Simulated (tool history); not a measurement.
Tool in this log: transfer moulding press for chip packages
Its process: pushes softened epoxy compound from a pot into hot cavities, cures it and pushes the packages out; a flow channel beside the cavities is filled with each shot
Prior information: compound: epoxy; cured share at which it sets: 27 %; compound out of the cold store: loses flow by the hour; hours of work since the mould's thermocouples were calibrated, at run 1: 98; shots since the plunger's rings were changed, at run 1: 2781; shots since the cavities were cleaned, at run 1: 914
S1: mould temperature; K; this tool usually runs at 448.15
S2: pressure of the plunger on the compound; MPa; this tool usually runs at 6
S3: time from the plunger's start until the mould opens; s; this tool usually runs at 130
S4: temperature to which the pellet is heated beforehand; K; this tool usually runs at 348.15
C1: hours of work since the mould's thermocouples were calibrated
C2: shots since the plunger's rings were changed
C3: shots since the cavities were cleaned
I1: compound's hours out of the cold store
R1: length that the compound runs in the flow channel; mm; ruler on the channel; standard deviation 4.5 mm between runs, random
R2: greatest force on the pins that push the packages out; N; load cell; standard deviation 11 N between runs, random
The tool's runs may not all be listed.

{"run": 1, "hour": 0.0, "S1": 448.15, "S2": 6, "S3": 130, "S4": 348.15, "C1": 98, "C2": 2781, "C3": 914, "I1": 26.9, "R1": 530, "R2": 832}
{"hour": 17.0, "done": "cavities cleaned with cleaning compound and waxed"}
{"run": 2, "hour": 32.8, "S1": 448.15, "S2": 6, "S3": 153, "S4": 348.15, "C1": 123, "C2": 3167, "C3": 195, "I1": 15.1, "R1": 566, "R2": 889}
{"run": 3, "hour": 48.2, "S1": 448.15, "S2": 6, "S3": 153, "S4": 348.15, "C1": 135, "C2": 3356, "C3": 384, "I1": 34.5, "R1": 503, "R2": 868}
{"run": 4, "hour": 83.6, "S1": 448.15, "S2": 6, "S3": 153, "S4": 348.15, "C1": 163, "C2": 3793, "C3": 821, "I1": 20.5, "R1": 535, "R2": 868}
{"hour": 105.9, "done": "cavities cleaned with cleaning compound and waxed"}
{"run": 5, "hour": 119.6, "S1": 456.15, "S2": 6, "S3": 153, "S4": 348.15, "C1": 191, "C2": 4219, "C3": 169, "I1": 33.6, "R1": 490, "R2": 422}
{"run": 6, "hour": 142.7, "S1": 456.15, "S2": 6, "S3": 153, "S4": 348.15, "C1": 209, "C2": 4504, "C3": 454, "I1": 22, "R1": 526, "R2": 535}
{"run": 7, "hour": 161.6, "S1": 456.15, "S2": 6, "S3": 153, "S4": 348.15, "C1": 224, "C2": 4737, "C3": 687, "I1": 9.2, "R1": 557, "R2": 580}
{"run": 8, "hour": 181.3, "S1": 448.15, "S2": 6, "S3": 130, "S4": 348.15, "C1": 239, "C2": 4980, "C3": 930, "I1": 11.8, "R1": 568, "R2": 821}
{"hour": 195.6, "done": "plunger's sealing rings changed"}
{"hour": 197.1, "done": "cavities cleaned with cleaning compound and waxed"}
{"run": 9, "hour": 208.3, "S1": 448.15, "S2": 6, "S3": 130, "S4": 348.15, "C1": 257, "C2": 137, "C3": 137, "I1": 26.4, "R1": 543, "R2": 537}
{"run": 10, "hour": 226.9, "S1": 448.15, "S2": 6, "S3": 130, "S4": 348.15, "C1": 272, "C2": 367, "C3": 367, "I1": 37.2, "R1": 503, "R2": 620}
{"hour": 237.9, "done": "cavities cleaned with cleaning compound and waxed, once more"}
{"run": 11, "hour": 260.3, "S1": 448.15, "S2": 6, "S3": 130, "S4": 348.15, "C1": 297, "C2": 761, "C3": 277, "I1": 24.7, "R1": 545, "R2": 617}
{"run": 12, "hour": 290.1, "S1": 448.15, "S2": 6, "S3": 130, "S4": 348.15, "C1": 321, "C2": 1129, "C3": 645, "I1": 45.8, "R1": 478, "R2": 729}
{"run": 13, "hour": 309.1, "S1": 448.15, "S2": 6, "S3": 130, "S4": 348.15, "C1": 336, "C2": 1363, "C3": 879, "I1": 29.1, "R1": 524, "R2": 796}
{"hour": 327.5, "done": "cavities cleaned with cleaning compound and waxed"}
{"run": 14, "hour": 334.2, "S1": 448.15, "S2": 6, "S3": 130, "S4": 348.15, "C1": 355, "C2": 1654, "C3": 83, "I1": 11.6, "R1": 590, "R2": 516}
{"run": 15, "hour": 358.6, "S1": 445.15, "S2": 7.19, "S3": 137, "S4": 343.15, "C1": 374, "C2": 1955, "C3": 384, "I1": 29.6, "R1": 581, "R2": 668}
{"run": 16, "hour": 378.4, "S1": 445.15, "S2": 7.19, "S3": 137, "S4": 343.15, "C1": 390, "C2": 2199, "C3": 628, "I1": 8.2, "R1": 672, "R2": 820}
{"run": 17, "hour": 400.5, "S1": 455.15, "S2": 7.16, "S3": 150, "S4": 348.15, "C1": 407, "C2": 2472, "C3": 901, "I1": 46.4, "R1": 498, "R2": 608}
{"hour": 416.6, "done": "cavities cleaned with cleaning compound and waxed"}
{"run": 18, "hour": 432.8, "S1": 455.15, "S2": 7.16, "S3": 150, "S4": 348.15, "C1": 431, "C2": 2852, "C3": 200, "I1": 39.9, "R1": 520, "R2": 441}
{"run": 19, "hour": 449.7, "S1": 445.15, "S2": 7.16, "S3": 153, "S4": 348.15, "C1": 445, "C2": 3061, "C3": 409, "I1": 12, "R1": 646, "R2": 636}
{"run": 20, "hour": 469.9, "S1": 451.15, "S2": 6, "S3": 130, "S4": 353.15, "C1": 461, "C2": 3309, "C3": 657, "I1": 21.9, "R1": 529, "R2": 669}
{"run": 21, "hour": 489.3, "S1": 447.15, "S2": 6, "S3": 130, "S4": 341.15, "C1": 476, "C2": 3548, "C3": 896, "I1": 34.4, "R1": 493, "R2": 847}
{"hour": 507.0, "done": "cavities cleaned with cleaning compound and waxed"}
{"run": 22, "hour": 508.0, "S1": 449.15, "S2": 6, "S3": 136, "S4": 352.15, "C1": 490, "C2": 3761, "C3": 12, "I1": 17.1, "R1": 551, "R2": 437}
{"run": 23, "hour": 539.1, "S1": 448.15, "S2": 6, "S3": 136, "S4": 348.15, "C1": 514, "C2": 4144, "C3": 395, "I1": 36.6, "R1": 485, "R2": 634}
{"run": 24, "hour": 572.9, "S1": 448.15, "S2": 6, "S3": 136, "S4": 348.15, "C1": 541, "C2": 4561, "C3": 812, "I1": 13.1, "R1": 573, "R2": 761}

Predict each of these 5 candidate next runs independently; none follows another, all start after run 24:
{"hour": 597.0, "done": "cavities cleaned with cleaning compound and waxed"}
{"run": "A", "hour": 609.4, "S1": 449.15, "S2": 4.63, "S3": 136, "S4": 348.15, "C1": 569, "C2": 4993, "C3": 153, "I1": 40.8, "R1": "?", "R2": "?"}
{"hour": 597.0, "done": "cavities cleaned with cleaning compound and waxed"}
{"run": "B", "hour": 609.4, "S1": 448.15, "S2": 6.23, "S3": 164, "S4": 348.15, "C1": 569, "C2": 4993, "C3": 153, "I1": 34, "R1": "?", "R2": "?"}
{"hour": 597.0, "done": "cavities cleaned with cleaning compound and waxed"}
{"run": "C", "hour": 609.4, "S1": 448.15, "S2": 5.63, "S3": 136, "S4": 348.15, "C1": 569, "C2": 4993, "C3": 153, "I1": 18.6, "R1": "?", "R2": "?"}
{"hour": 597.0, "done": "cavities cleaned with cleaning compound and waxed"}
{"run": "D", "hour": 609.4, "S1": 441.15, "S2": 6, "S3": 163, "S4": 349.15, "C1": 569, "C2": 4993, "C3": 153, "I1": 42.8, "R1": "?", "R2": "?"}
{"hour": 597.0, "done": "cavities cleaned with cleaning compound and waxed"}
{"run": "E", "hour": 609.4, "S1": 448.15, "S2": 5.7, "S3": 116, "S4": 358.15, "C1": 569, "C2": 4993, "C3": 153, "I1": 16.4, "R1": "?", "R2": "?"}

run=A R1=417 R2=491
run=B R1=502 R2=439
run=C R1=524 R2=527
run=D R1=472 R2=534
run=E R1=535 R2=689
With no hidden state in the tool, these same runs would have given:
run=A R1=443 R2=421
run=B R1=534 R2=369
run=C R1=557 R2=459
run=D R1=503 R2=466
run=E R1=569 R2=613

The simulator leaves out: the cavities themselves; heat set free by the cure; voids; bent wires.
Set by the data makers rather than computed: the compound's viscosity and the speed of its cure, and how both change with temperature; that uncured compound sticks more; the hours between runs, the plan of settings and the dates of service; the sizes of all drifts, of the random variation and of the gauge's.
